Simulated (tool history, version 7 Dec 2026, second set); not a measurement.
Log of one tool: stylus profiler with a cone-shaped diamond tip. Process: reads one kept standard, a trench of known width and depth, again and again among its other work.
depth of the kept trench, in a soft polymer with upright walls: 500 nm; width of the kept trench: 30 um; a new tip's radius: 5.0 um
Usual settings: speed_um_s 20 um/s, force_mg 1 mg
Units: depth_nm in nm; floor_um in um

run 1 day=0 | speed_um_s=20 force_mg=1 | depth_nm=502.49 floor_um=25.33
run 2 day=3.379 | speed_um_s=20 force_mg=1 | depth_nm=502.37 floor_um=25.34
run 3 day=7.775 | speed_um_s=20 force_mg=0.66 | depth_nm=501.59 floor_um=25.24
run 4 day=9.754 | speed_um_s=20 force_mg=0.66 | depth_nm=501.41 floor_um=25.17
run 5 day=13.262 | speed_um_s=71 force_mg=1 | depth_nm=502.18 floor_um=24.96
run 6 day=17.583 | speed_um_s=7 force_mg=1 | depth_nm=502.14 floor_um=25.3
run 7 day=21.958 | speed_um_s=7 force_mg=1 | depth_nm=502.04 floor_um=25.33
run 8 day=24.858 | speed_um_s=10 force_mg=1 | depth_nm=501.9 floor_um=25.21
run 9 day=28.933 | speed_um_s=10 force_mg=1 | depth_nm=501.92 floor_um=25.13
run 10 day=31.312 | speed_um_s=10 force_mg=1 | depth_nm=501.79 floor_um=25.15
run 11 day=33.638 | speed_um_s=10 force_mg=0.54 | depth_nm=500.56 floor_um=25.12
run 12 day=36.112 | speed_um_s=10 force_mg=0.57 | depth_nm=500.64 floor_um=25.13
run 13 day=38.458 | speed_um_s=10 force_mg=0.57 | depth_nm=500.63 floor_um=25.1
run 14 day=42.033 | speed_um_s=10 force_mg=1.86 | depth_nm=503.46 floor_um=25.15
run 15 day=45.046 | speed_um_s=20 force_mg=1 | depth_nm=501.56 floor_um=25.01
run 16 day=47.042 | speed_um_s=20 force_mg=1 | depth_nm=503.21 floor_um=24.98
run 17 day=49.604 | speed_um_s=20 force_mg=1 | depth_nm=503.26 floor_um=24.99
run 18 day=53.979 | speed_um_s=20 force_mg=1 | depth_nm=503.12 floor_um=24.97
run 19 day=56.033 | speed_um_s=6 force_mg=1.87 | depth_nm=504.59 floor_um=25.01
run 20 day=60.171 | speed_um_s=23 force_mg=1.68 | depth_nm=504.29 floor_um=24.96
run 21 day=62.225 | speed_um_s=9 force_mg=0.74 | depth_nm=502.37 floor_um=24.96
run 22 day=65.996 | speed_um_s=9 force_mg=0.74 | depth_nm=502.21 floor_um=24.98
run 23 day=70.008 | speed_um_s=6 force_mg=1.71 | depth_nm=504.08 floor_um=24.95
run 24 day=74.438 | speed_um_s=68 force_mg=1 | depth_nm=502.55 floor_um=24.54
run 25 day=79.033 | speed_um_s=68 force_mg=1 | depth_nm=502.6 floor_um=24.52
run 26 day=82.888 | speed_um_s=51 force_mg=0.35 | depth_nm=500.71 floor_um=24.42
run 27 day=86.004 | speed_um_s=51 force_mg=0.35 | depth_nm=500.65 floor_um=24.35
run 28 day=88.392 | speed_um_s=26 force_mg=1.52 | depth_nm=503.38 floor_um=24.74
run 29 day=92.062 | speed_um_s=36 force_mg=1.19 | depth_nm=502.84 floor_um=24.64
run 30 day=96.442 | speed_um_s=25 force_mg=0.37 | depth_nm=500.45 floor_um=24.55
run 31 day=101.154 | speed_um_s=25 force_mg=0.37 | depth_nm=500.48 floor_um=24.59
run 32 day=105.929 | speed_um_s=25 force_mg=1.74 | depth_nm=503.58 floor_um=24.63
run 33 day=109.158 | speed_um_s=30 force_mg=1.74 | depth_nm=503.37 floor_um=24.59
run 34 day=113.029 | speed_um_s=59 force_mg=0.42 | depth_nm=500.51 floor_um=24.15
run 35 day=117.817 | speed_um_s=14 force_mg=0.4 | depth_nm=500.2 floor_um=24.55
run 36 day=120.662 | speed_um_s=51 force_mg=0.41 | depth_nm=500.08 floor_um=24.22

Taken out of this log: 1 entry between the listed runs. Where each belongs, and how the hidden state differs across it:
Between runs 15 and 16: height scale calibrated on a step standard (day 45.604)
  radius of the tip, um: 6.16 -> 6.19; height scale over the true one, %: -0.365 -> -0.015
  measured less the result without the state, depth_nm: -1.83 -> -0.07 nm; floor_um: -0.5 -> -0.51 um
